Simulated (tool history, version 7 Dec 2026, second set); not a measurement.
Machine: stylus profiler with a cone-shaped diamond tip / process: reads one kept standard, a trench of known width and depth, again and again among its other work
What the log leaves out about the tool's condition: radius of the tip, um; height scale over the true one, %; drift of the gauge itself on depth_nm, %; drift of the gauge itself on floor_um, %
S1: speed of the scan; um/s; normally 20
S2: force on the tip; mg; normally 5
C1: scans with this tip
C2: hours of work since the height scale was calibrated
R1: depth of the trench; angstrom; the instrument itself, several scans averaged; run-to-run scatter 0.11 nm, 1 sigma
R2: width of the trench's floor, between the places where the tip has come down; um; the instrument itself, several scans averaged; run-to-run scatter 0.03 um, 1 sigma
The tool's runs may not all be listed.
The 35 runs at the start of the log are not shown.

run	hour	S1	S2	C1	C2	R1	R2
36	411.8	13	5.86	8118	108	2061.9	97.44
37	421	6	4.52	8220	115	2052.2	97.49
38	429.7	47	6.94	8319	122	2068.9	97.34
39	444.2	76	1.83	8480	134	2030.1	97
40	456.4	76	1.83	8616	143	2028	96.96
41	471.6	12	2.33	8787	156	2036.2	97.39
42	478.7	18	13.27	8865	161	2108	97.38
43	486.6	18	13.27	8954	167	2107.7	97.4
44	495.6	18	13.27	9054	175	2108.5	97.46

5 options for the next run, each taken on its own from the tool as it stands now. Forecast them:
A	504	18	3.37	9148	181	?	?
B	504	18	2.57	9148	181	?	?
C	504	35	6.78	9148	181	?	?
D	504	10	13.97	9148	181	?	?
E	504	18	1.98	9148	181	?	?

run	R1	R2
A	2045.9	97.4
B	2037.4	97.39
C	2069.2	97.26
D	2111.2	97.46
E	2030.5	97.31
Stripped of hidden state, with their random variation kept, the same runs would have yielded:
run	R1	R2
A	2044.3	98.22
B	2035.8	98.22
C	2067.6	98.09
D	2109.6	98.28
E	2028.9	98.14
